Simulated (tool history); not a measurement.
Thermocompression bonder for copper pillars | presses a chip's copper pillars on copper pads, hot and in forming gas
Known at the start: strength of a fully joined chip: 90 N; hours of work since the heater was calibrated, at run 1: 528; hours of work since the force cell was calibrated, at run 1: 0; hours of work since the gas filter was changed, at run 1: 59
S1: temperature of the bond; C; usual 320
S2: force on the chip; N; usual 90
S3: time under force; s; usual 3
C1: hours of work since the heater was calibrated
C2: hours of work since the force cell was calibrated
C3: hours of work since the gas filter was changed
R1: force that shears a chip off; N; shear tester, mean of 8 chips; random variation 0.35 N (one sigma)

run,hour,S1,S2,S3,C1,C2,C3,R1
1,0,320,90,3,528,0,59,44.4
2,66.9,320,90,3,569,41,100,43.9
3,138.8,320,90,3,613,85,145,44.5
4,190.7,320,90,9,645,117,176,62
5,282.1,320,90,9,701,173,232,61.1
6,328.8,318,126,2,729,202,261,52

Run 7 comes next. What will it give?
7,389.7,318,126,2,767,239,298,?

Run 7 gave R1 51.9 N.
Without the tool's hidden state the same run would have given R1 52 N.

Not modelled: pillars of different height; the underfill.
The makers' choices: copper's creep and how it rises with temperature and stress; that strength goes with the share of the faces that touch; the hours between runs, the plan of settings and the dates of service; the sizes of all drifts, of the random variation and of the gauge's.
